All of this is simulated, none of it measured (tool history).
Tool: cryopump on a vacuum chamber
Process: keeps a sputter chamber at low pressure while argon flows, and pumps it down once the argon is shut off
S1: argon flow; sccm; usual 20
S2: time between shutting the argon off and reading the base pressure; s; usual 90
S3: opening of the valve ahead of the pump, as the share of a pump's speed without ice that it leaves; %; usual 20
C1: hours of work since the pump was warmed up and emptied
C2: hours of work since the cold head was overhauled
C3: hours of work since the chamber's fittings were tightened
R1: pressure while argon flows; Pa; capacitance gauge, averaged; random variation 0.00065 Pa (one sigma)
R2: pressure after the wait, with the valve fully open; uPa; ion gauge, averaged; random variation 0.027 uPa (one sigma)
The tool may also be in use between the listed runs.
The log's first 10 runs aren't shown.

run 11 hour=788.5 | S1=20 S2=90 S3=39 | C1=411 C2=4180 C3=237 | R1=0.0557 R2=1.44
run 12 hour=846.9 | S1=20 S2=90 S3=20 | C1=454 C2=4223 C3=280 | R1=0.1075 R2=1.51
run 13 hour=901.4 | S1=20 S2=145 S3=20 | C1=494 C2=4263 C3=320 | R1=0.1071 R2=1.18
run 14 hour=1021.3 | S1=20 S2=145 S3=20 | C1=582 C2=4351 C3=408 | R1=0.1076 R2=1.22
run 15 hour=1135.1 | S1=20 S2=145 S3=20 | C1=666 C2=4435 C3=492 | R1=0.1078 R2=1.36
run 16 hour=1188.4 | S1=20 S2=145 S3=20 | C1=705 C2=4474 C3=531 | R1=0.108 R2=1.36
run 17 hour=1293.2 | S1=20 S2=145 S3=20 | C1=782 C2=4551 C3=608 | R1=0.1081 R2=1.49
run 18 hour=1355.2 | S1=20 S2=51 S3=36 | C1=827 C2=4596 C3=653 | R1=0.0624 R2=2.64
run 19 hour=1422.6 | S1=28 S2=43 S3=20 | C1=877 C2=4646 C3=703 | R1=0.1518 R2=3.07
-- hour=1476.6 pump warmed up, emptied and cooled again
run 20 hour=1547.1 | S1=29 S2=90 S3=53 | C1=52 C2=4734 C3=790 | R1=0.0586 R2=1.87
run 21 hour=1643.8 | S1=15 S2=90 S3=22 | C1=123 C2=4805 C3=861 | R1=0.0717 R2=1.97
run 22 hour=1735.6 | S1=10 S2=61 S3=22 | C1=190 C2=4872 C3=929 | R1=0.0481 R2=2.53
run 23 hour=1856.4 | S1=11 S2=209 S3=26 | C1=279 C2=4961 C3=1017 | R1=0.0442 R2=1.57
run 24 hour=1926 | S1=37 S2=146 S3=18 | C1=330 C2=5012 C3=1068 | R1=0.2183 R2=1.84
run 25 hour=2051.4 | S1=37 S2=22 S3=28 | C1=422 C2=5104 C3=1161 | R1=0.1425 R2=5.54
run 26 hour=2107.2 | S1=12 S2=50 S3=52 | C1=463 C2=5145 C3=1202 | R1=0.0255 R2=3.2
run 27 hour=2217.1 | S1=26 S2=146 S3=53 | C1=544 C2=5226 C3=1282 | R1=0.0546 R2=2.12
run 28 hour=2310.5 | S1=21 S2=45 S3=53 | C1=612 C2=5294 C3=1351 | R1=0.0438 R2=3.5
run 29 hour=2385.8 | S1=25 S2=28 S3=20 | C1=667 C2=5349 C3=1406 | R1=0.135 R2=4.76
run 30 hour=2497.5 | S1=25 S2=28 S3=20 | C1=749 C2=5431 C3=1488 | R1=0.1345 R2=4.85
run 31 hour=2621.8 | S1=25 S2=28 S3=20 | C1=841 C2=5523 C3=1579 | R1=0.1355 R2=5.15
run 32 hour=2692.9 | S1=25 S2=28 S3=20 | C1=893 C2=5575 C3=1631 | R1=0.1369 R2=5.1
-- hour=2718.5 pump warmed up, emptied and cooled again
run 33 hour=2822.7 | S1=26 S2=122 S3=23 | C1=77 C2=5666 C3=1723 | R1=0.1197 R2=2.5

3 ways to go on from here, each from the tool as it stands after run 33. What would each give?
run A hour=2925.3 | S1=9 S2=86 S3=16 | C1=152 C2=5742 C3=1798 | R1=? R2=?
run B hour=2925.3 | S1=20 S2=38 S3=17 | C1=152 C2=5742 C3=1798 | R1=? R2=?
run C hour=2925.3 | S1=23 S2=90 S3=20 | C1=152 C2=5742 C3=1798 | R1=? R2=?

run=A R1=0.0585 R2=2.94
run=B R1=0.1233 R2=4.24
run=C R1=0.1215 R2=2.84
Without the tool's hidden state the same runs would have given:
run=A R1=0.058 R2=1.27
run=B R1=0.1222 R2=2.57
run=C R1=0.1203 R2=1.2
